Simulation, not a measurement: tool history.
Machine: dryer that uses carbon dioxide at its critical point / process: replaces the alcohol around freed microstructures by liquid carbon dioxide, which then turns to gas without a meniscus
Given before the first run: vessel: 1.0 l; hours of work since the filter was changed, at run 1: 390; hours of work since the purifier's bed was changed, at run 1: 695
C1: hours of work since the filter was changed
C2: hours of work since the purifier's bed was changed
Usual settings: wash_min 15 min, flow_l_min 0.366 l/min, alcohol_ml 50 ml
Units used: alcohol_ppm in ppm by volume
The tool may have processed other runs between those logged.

{"run": 1, "hour": 0.0, "wash_min": 15, "flow_l_min": 0.366, "alcohol_ml": 50, "C1": 390, "C2": 695, "alcohol_ppm": 1304}
{"hour": 29.3, "done": "inlet filter changed"}
{"run": 2, "hour": 35.3, "wash_min": 15, "flow_l_min": 0.366, "alcohol_ml": 50, "C1": 4, "C2": 716, "alcohol_ppm": 807}
{"run": 3, "hour": 66.1, "wash_min": 15, "flow_l_min": 0.366, "alcohol_ml": 50, "C1": 22, "C2": 734, "alcohol_ppm": 837}
{"run": 4, "hour": 102.7, "wash_min": 15, "flow_l_min": 0.366, "alcohol_ml": 57, "C1": 45, "C2": 757, "alcohol_ppm": 964}
{"run": 5, "hour": 145.0, "wash_min": 15, "flow_l_min": 0.366, "alcohol_ml": 57, "C1": 70, "C2": 782, "alcohol_ppm": 992}
{"run": 6, "hour": 170.2, "wash_min": 15, "flow_l_min": 0.366, "alcohol_ml": 25, "C1": 86, "C2": 798, "alcohol_ppm": 519}
{"run": 7, "hour": 203.0, "wash_min": 15, "flow_l_min": 0.366, "alcohol_ml": 25, "C1": 106, "C2": 818, "alcohol_ppm": 529}
{"run": 8, "hour": 247.1, "wash_min": 15, "flow_l_min": 0.366, "alcohol_ml": 25, "C1": 132, "C2": 844, "alcohol_ppm": 570}
{"run": 9, "hour": 282.5, "wash_min": 15, "flow_l_min": 0.366, "alcohol_ml": 50, "C1": 154, "C2": 866, "alcohol_ppm": 980}
{"run": 10, "hour": 325.7, "wash_min": 15, "flow_l_min": 0.366, "alcohol_ml": 50, "C1": 180, "C2": 892, "alcohol_ppm": 1044}
{"run": 11, "hour": 352.4, "wash_min": 15, "flow_l_min": 0.366, "alcohol_ml": 50, "C1": 196, "C2": 908, "alcohol_ppm": 1048}
{"run": 12, "hour": 393.0, "wash_min": 15, "flow_l_min": 0.366, "alcohol_ml": 50, "C1": 221, "C2": 933, "alcohol_ppm": 1078}
{"run": 13, "hour": 413.2, "wash_min": 15, "flow_l_min": 0.528, "alcohol_ml": 50, "C1": 233, "C2": 945, "alcohol_ppm": 335}
{"run": 14, "hour": 443.9, "wash_min": 15, "flow_l_min": 0.366, "alcohol_ml": 23, "C1": 252, "C2": 964, "alcohol_ppm": 606}
{"run": 15, "hour": 477.2, "wash_min": 15, "flow_l_min": 0.366, "alcohol_ml": 23, "C1": 272, "C2": 984, "alcohol_ppm": 627}
{"run": 16, "hour": 517.3, "wash_min": 15, "flow_l_min": 0.366, "alcohol_ml": 23, "C1": 297, "C2": 1009, "alcohol_ppm": 634}
{"run": 17, "hour": 558.2, "wash_min": 15, "flow_l_min": 0.366, "alcohol_ml": 50, "C1": 321, "C2": 1034, "alcohol_ppm": 1229}
{"run": 18, "hour": 606.7, "wash_min": 15, "flow_l_min": 0.366, "alcohol_ml": 33, "C1": 351, "C2": 1063, "alcohol_ppm": 908}
{"run": 19, "hour": 640.1, "wash_min": 15, "flow_l_min": 0.366, "alcohol_ml": 33, "C1": 371, "C2": 1083, "alcohol_ppm": 903}
{"run": 20, "hour": 666.8, "wash_min": 15, "flow_l_min": 0.366, "alcohol_ml": 33, "C1": 387, "C2": 1100, "alcohol_ppm": 986}
{"hour": 701.9, "done": "inlet filter changed"}
{"run": 21, "hour": 706.9, "wash_min": 15, "flow_l_min": 0.366, "alcohol_ml": 33, "C1": 3, "C2": 1123, "alcohol_ppm": 641}
{"run": 22, "hour": 746.1, "wash_min": 17, "flow_l_min": 0.366, "alcohol_ml": 33, "C1": 27, "C2": 1147, "alcohol_ppm": 458}
{"run": 23, "hour": 772.4, "wash_min": 15, "flow_l_min": 0.366, "alcohol_ml": 88, "C1": 43, "C2": 1163, "alcohol_ppm": 1514}
{"run": 24, "hour": 805.3, "wash_min": 15, "flow_l_min": 0.366, "alcohol_ml": 50, "C1": 63, "C2": 1183, "alcohol_ppm": 942}
{"run": 25, "hour": 829.7, "wash_min": 15, "flow_l_min": 0.294, "alcohol_ml": 50, "C1": 78, "C2": 1198, "alcohol_ppm": 1837}

Forecast run 26:
{"run": 26, "hour": 859.0, "wash_min": 15, "flow_l_min": 0.294, "alcohol_ml": 50, "C1": 96, "C2": 1216, "alcohol_ppm": "?"}

alcohol_ppm: 1911 ppm by volume
The same run, on a tool lacking any hidden state, would have yielded alcohol_ppm 1502 ppm by volume.
